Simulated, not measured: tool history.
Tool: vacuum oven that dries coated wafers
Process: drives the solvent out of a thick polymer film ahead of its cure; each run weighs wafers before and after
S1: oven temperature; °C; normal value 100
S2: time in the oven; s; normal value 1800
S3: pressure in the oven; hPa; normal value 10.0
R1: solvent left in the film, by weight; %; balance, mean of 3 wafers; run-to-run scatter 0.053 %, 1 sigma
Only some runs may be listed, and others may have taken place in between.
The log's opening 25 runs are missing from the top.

run   hour   S1    S2    S3    R1
 26  255.2   94  1020  31.2  8.30
 27  264.8  110  3060   7.7  0.42
 28  278.3  102  1200  10.0  2.86
 29  289.4  102  1200  10.0  2.85
 30  296.3  100  1380   6.9  2.78
 31  309.9  100  1860  10.6  1.79
 32  321.0  100  2880  10.4  0.83
 33  327.2   99  1800   5.3  1.88
 34  337.5   99  1800   5.3  1.76
 35  345.6   99  1800   5.3  1.82
 36  357.2  111  3240  16.1  0.65
 37  371.9   95  3240  11.1  1.43
 38  386.1   95  2580   9.5  1.88
 39  393.5   95  2580   9.5  1.99
 40  400.6   95  2580   9.5  1.85
 41  413.4   95  2580   9.5  1.81
 42  421.5   95  2580   9.5  1.78
 43  431.7  102  1740  23.2  2.18
 44  438.3   89  3120  20.3  3.92
 45  451.5  113   960   7.1  0.86
 46  460.9  115  1860  28.5  1.08

Each row is a separate what-if for the run after 46, all from the same tool condition, not one after another. Results?
  A  467.9  100  2880  10.0   ?
  B  467.9  115  2760  28.5   ?
  C  467.9  100  2340  10.0   ?
  D  467.9  101  1080  10.0   ?
  E  467.9  106  2580   5.3   ?

run    R1
  A  0.91
  B  0.92
  C  1.19
  D  3.73
  E  0.23
The same runs, with their run-to-run variation unchanged, on a tool lacking any hidden condition would have given:
run    R1
  A  0.90
  B  0.91
  C  1.18
  D  3.72
  E  0.22
